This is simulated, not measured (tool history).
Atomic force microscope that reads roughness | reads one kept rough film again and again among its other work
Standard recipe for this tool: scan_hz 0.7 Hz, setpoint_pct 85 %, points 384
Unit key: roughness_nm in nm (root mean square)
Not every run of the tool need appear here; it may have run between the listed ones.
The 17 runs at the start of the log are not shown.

run,hour,scan_hz,setpoint_pct,points,pictures with this tip,hours of work since the height scale was calibrated,roughness_nm
18,154.3,0.7,62,384,70,265,3.001
19,163.7,0.7,62,279,90,270,2.974
20,169.9,0.773,66,371,104,274,2.986
# hour 172.4: new tip fitted
21,181.5,1.623,66,571,20,281,2.946
22,189.5,1.623,66,571,38,286,2.957
23,194.4,2.182,77,571,49,290,2.794
24,201.5,2.737,64,550,64,294,2.888
25,208.4,2.737,64,550,79,298,2.883
26,218.4,2.737,64,550,101,305,2.88

Predict the results of run 27:
# hour 222.5: new tip fitted
27,230.5,2.737,64,550,18,312,?

{"run 27": {"roughness_nm": 2.894}}
Were there no unlogged condition in the tool, this run, its random variation unchanged, would have produced roughness_nm 2.896 nm (root mean square).

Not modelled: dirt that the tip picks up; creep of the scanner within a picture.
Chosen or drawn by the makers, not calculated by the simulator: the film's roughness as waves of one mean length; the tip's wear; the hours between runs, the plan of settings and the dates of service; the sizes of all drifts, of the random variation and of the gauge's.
